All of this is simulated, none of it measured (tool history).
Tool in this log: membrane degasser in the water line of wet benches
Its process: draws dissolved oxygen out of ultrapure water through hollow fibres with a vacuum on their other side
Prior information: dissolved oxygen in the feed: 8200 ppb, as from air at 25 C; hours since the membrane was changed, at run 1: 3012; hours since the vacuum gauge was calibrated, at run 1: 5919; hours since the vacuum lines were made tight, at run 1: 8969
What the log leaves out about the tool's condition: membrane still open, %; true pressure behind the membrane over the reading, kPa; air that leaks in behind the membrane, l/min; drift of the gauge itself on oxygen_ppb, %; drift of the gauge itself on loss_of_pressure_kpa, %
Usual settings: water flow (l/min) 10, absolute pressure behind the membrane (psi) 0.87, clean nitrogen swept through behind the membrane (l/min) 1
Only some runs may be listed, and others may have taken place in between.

| run | hour | water flow (l/min) | absolute pressure behind the membrane (psi) | clean nitrogen swept through behind the membrane (l/min) | hours since the membrane was changed | hours since the vacuum gauge was calibrated | hours since the vacuum lines were made tight | dissolved oxygen in the water behind the degasser (ppb) | pressure that the water loses in the fibres (psi) |
|---|---|---|---|---|---|---|---|---|---|
| 1 | 0 | 10 | 0.87 | 1 | 3012 | 5919 | 8969 | 329.9 | 4.326 |
| 2 | 113.3 | 10 | 0.87 | 1 | 3126 | 6032 | 9082 | 327.3 | 4.399 |
| 3 | 215.2 | 10 | 0.87 | 1 | 3228 | 6134 | 9184 | 330.8 | 4.382 |
| 4 | 273.1 | 10 | 0.87 | 1 | 3286 | 6192 | 9242 | 327.4 | 4.386 |
| 5 | 384.1 | 10 | 0.87 | 1 | 3397 | 6303 | 9353 | 337.3 | 4.425 |
| 6 | 516.2 | 10 | 0.87 | 1 | 3529 | 6435 | 9485 | 332.3 | 4.357 |
| 7 | 592.3 | 10 | 0.557 | 1 | 3605 | 6511 | 9561 | 288.6 | 4.371 |
|  | 662.7 | vacuum gauge calibrated |
| 8 | 708.9 | 10 | 0.557 | 2.58 | 3721 | 46 | 9677 | 271.5 | 4.389 |
| 9 | 797.9 | 10 | 0.557 | 2.58 | 3810 | 135 | 9766 | 271.9 | 4.396 |
| 10 | 926.7 | 10 | 0.718 | 1 | 3939 | 264 | 9895 | 313.6 | 4.38 |
| 11 | 1036.2 | 7 | 0.718 | 1 | 4048 | 373 | 10004 | 147.8 | 3.078 |
| 12 | 1139.8 | 10 | 0.87 | 0.66 | 4152 | 477 | 10108 | 369.7 | 4.411 |
| 13 | 1238.4 | 10 | 0.885 | 0.66 | 4250 | 576 | 10207 | 371.5 | 4.411 |
|  | 1256.1 | vacuum gauge calibrated, once more |
| 14 | 1303.3 | 8 | 0.885 | 0.66 | 4315 | 47 | 10271 | 245.8 | 3.535 |
| 15 | 1366 | 8 | 0.885 | 0.66 | 4377 | 110 | 10334 | 249.2 | 3.546 |
|  | 1416.2 | seals of the vacuum lines changed |
| 16 | 1475.8 | 10 | 0.87 | 1 | 4485 | 218 | 60 | 331.7 | 4.398 |
| 17 | 1602.5 | 10 | 0.87 | 1.82 | 4612 | 344 | 186 | 304 | 4.428 |
| 18 | 1667.3 | 10 | 0.87 | 1.82 | 4677 | 409 | 251 | 312.5 | 4.393 |
| 19 | 1802.6 | 9 | 0.95 | 0.89 | 4812 | 545 | 386 | 297.9 | 3.973 |
| 20 | 1867.7 | 10 | 0.725 | 1 | 4877 | 610 | 452 | 321.5 | 4.402 |
| 21 | 2001.1 | 12 | 1.272 | 0.49 | 5011 | 743 | 585 | 656.8 | 5.303 |
| 22 | 2099.1 | 12 | 1.272 | 0.49 | 5109 | 841 | 683 | 662.1 | 5.336 |
| 23 | 2204.3 | 12 | 1.272 | 0.49 | 5214 | 946 | 788 | 665.3 | 5.287 |
| 24 | 2268 | 9 | 1.481 | 1.94 | 5277 | 1010 | 852 | 298.8 | 4.002 |
| 25 | 2392.4 | 10 | 0.921 | 0.72 | 5402 | 1134 | 976 | 370.1 | 4.434 |
| 26 | 2502.1 | 10 | 0.921 | 0.72 | 5512 | 1244 | 1086 | 378.2 | 4.447 |
| 27 | 2601.7 | 15 | 1.481 | 1.71 | 5611 | 1344 | 1186 | 717.4 | 6.686 |
| 28 | 2699.7 | 15 | 1.59 | 1.57 | 5709 | 1442 | 1284 | 741.5 | 6.653 |
| 29 | 2802.4 | 15 | 1.59 | 1.57 | 5812 | 1544 | 1386 | 754.4 | 6.68 |
| 30 | 2882 | 15 | 0.553 | 1.63 | 5891 | 1624 | 1466 | 602.1 | 6.68 |
| 31 | 2980.7 | 7 | 0.666 | 0.6 | 5990 | 1723 | 1565 | 158.3 | 3.11 |
| 32 | 3054.9 | 7 | 0.759 | 1.79 | 6064 | 1797 | 1639 | 141.8 | 3.097 |
| 33 | 3186.6 | 7 | 0.759 | 1.79 | 6196 | 1928 | 1770 | 140.8 | 3.108 |

3 options for the next run, each taken on its own from the tool as it stands now. Forecast them:
| A | 3318.5 | 7 | 1.242 | 1.43 | 6328 | 2060 | 1902 | ? | ? |
| B | 3318.5 | 7 | 0.759 | 2.04 | 6328 | 2060 | 1902 | ? | ? |
| C | 3318.5 | 10 | 0.87 | 0.49 | 6328 | 2060 | 1902 | ? | ? |

| run | dissolved oxygen in the water behind the degasser (ppb) | pressure that the water loses in the fibres (psi) |
|---|---|---|
| A | 183.6 | 3.131 |
| B | 140.9 | 3.123 |
| C | 404.4 | 4.477 |
Without the tool's unlogged condition, the same runs would have read:
| run | dissolved oxygen in the water behind the degasser (ppb) | pressure that the water loses in the fibres (psi) |
|---|---|---|
| A | 165 | 3.02 |
| B | 122.4 | 3.011 |
| C | 369 | 4.318 |
